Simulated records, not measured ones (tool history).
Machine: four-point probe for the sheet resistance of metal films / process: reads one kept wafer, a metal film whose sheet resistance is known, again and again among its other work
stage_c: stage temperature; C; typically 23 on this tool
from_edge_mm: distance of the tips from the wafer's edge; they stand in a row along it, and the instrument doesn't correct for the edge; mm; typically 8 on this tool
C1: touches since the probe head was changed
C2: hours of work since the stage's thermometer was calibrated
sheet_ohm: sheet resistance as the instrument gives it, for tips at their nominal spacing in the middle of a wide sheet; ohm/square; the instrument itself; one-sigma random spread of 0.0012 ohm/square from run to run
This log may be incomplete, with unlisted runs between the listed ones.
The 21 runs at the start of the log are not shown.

{"run": 22, "day": 23.708, "stage_c": 29, "from_edge_mm": 28, "C1": 24759, "C2": 1313, "sheet_ohm": 5.762505}
{"run": 23, "day": 24.817, "stage_c": 32, "from_edge_mm": 21, "C1": 25420, "C2": 1332, "sheet_ohm": 5.759093}
{"run": 24, "day": 25.712, "stage_c": 29, "from_edge_mm": 21, "C1": 25954, "C2": 1347, "sheet_ohm": 5.762896}
{"run": 25, "day": 26.425, "stage_c": 27, "from_edge_mm": 7, "C1": 26377, "C2": 1359, "sheet_ohm": 5.780569}
{"run": 26, "day": 27.621, "stage_c": 27, "from_edge_mm": 7, "C1": 27088, "C2": 1379, "sheet_ohm": 5.779671}
{"run": 27, "day": 28.875, "stage_c": 21, "from_edge_mm": 4, "C1": 27836, "C2": 1400, "sheet_ohm": 5.822063}
{"run": 28, "day": 29.521, "stage_c": 32, "from_edge_mm": 12, "C1": 28221, "C2": 1411, "sheet_ohm": 5.760361}
{"run": 29, "day": 30.342, "stage_c": 32, "from_edge_mm": 12, "C1": 28710, "C2": 1425, "sheet_ohm": 5.75913}
{"run": 30, "day": 31.55, "stage_c": 33, "from_edge_mm": 68, "C1": 29428, "C2": 1445, "sheet_ohm": 5.75204}
{"run": 31, "day": 32.896, "stage_c": 27, "from_edge_mm": 8, "C1": 30230, "C2": 1468, "sheet_ohm": 5.774056}
{"run": 32, "day": 34.279, "stage_c": 21, "from_edge_mm": 16, "C1": 31054, "C2": 1491, "sheet_ohm": 5.772791}
{"run": 33, "day": 35.833, "stage_c": 21, "from_edge_mm": 16, "C1": 31980, "C2": 1517, "sheet_ohm": 5.773532}
{"run": 34, "day": 37.0, "stage_c": 20, "from_edge_mm": 30, "C1": 32675, "C2": 1537, "sheet_ohm": 5.771232}
{"run": 35, "day": 37.996, "stage_c": 28, "from_edge_mm": 8, "C1": 33267, "C2": 1554, "sheet_ohm": 5.769399}
{"run": 36, "day": 39.246, "stage_c": 28, "from_edge_mm": 8, "C1": 34012, "C2": 1575, "sheet_ohm": 5.770184}
{"run": 37, "day": 40.85, "stage_c": 25, "from_edge_mm": 8, "C1": 34966, "C2": 1602, "sheet_ohm": 5.772689}
{"run": 38, "day": 42.371, "stage_c": 22, "from_edge_mm": 41, "C1": 35871, "C2": 1627, "sheet_ohm": 5.765564}
{"run": 39, "day": 43.283, "stage_c": 20, "from_edge_mm": 8, "C1": 36415, "C2": 1643, "sheet_ohm": 5.780316}
{"run": 40, "day": 44.721, "stage_c": 23, "from_edge_mm": 46, "C1": 37271, "C2": 1667, "sheet_ohm": 5.764052}
{"run": 41, "day": 45.375, "stage_c": 23, "from_edge_mm": 46, "C1": 37659, "C2": 1678, "sheet_ohm": 5.763011}
{"run": 42, "day": 46.058, "stage_c": 23, "from_edge_mm": 46, "C1": 38067, "C2": 1690, "sheet_ohm": 5.76397}
{"run": 43, "day": 47.246, "stage_c": 22, "from_edge_mm": 43, "C1": 38773, "C2": 1710, "sheet_ohm": 5.76417}
{"run": 44, "day": 48.146, "stage_c": 27, "from_edge_mm": 20, "C1": 39309, "C2": 1725, "sheet_ohm": 5.754454}

Predict each of these 5 candidate next runs independently; none follows another, all start after run 44:
{"run": "A", "day": 49.079, "stage_c": 21, "from_edge_mm": 10, "C1": 39866, "C2": 1740, "sheet_ohm": "?"}
{"run": "B", "day": 49.079, "stage_c": 20, "from_edge_mm": 21, "C1": 39866, "C2": 1740, "sheet_ohm": "?"}
{"run": "C", "day": 49.079, "stage_c": 32, "from_edge_mm": 20, "C1": 39866, "C2": 1740, "sheet_ohm": "?"}
{"run": "D", "day": 49.079, "stage_c": 23, "from_edge_mm": 49, "C1": 39866, "C2": 1740, "sheet_ohm": "?"}
{"run": "E", "day": 49.079, "stage_c": 31, "from_edge_mm": 7, "C1": 39866, "C2": 1740, "sheet_ohm": "?"}

run=A sheet_ohm=5.772208
run=B sheet_ohm=5.769754
run=C sheet_ohm=5.748685
run=D sheet_ohm=5.762696
run=E sheet_ohm=5.765472
The same runs, with their run-to-run variation unchanged, on a tool lacking any hidden condition would have given:
run=A sheet_ohm=5.829975
run=B sheet_ohm=5.82748
run=C sheet_ohm=5.806444
run=D sheet_ohm=5.820416
run=E sheet_ohm=5.823369
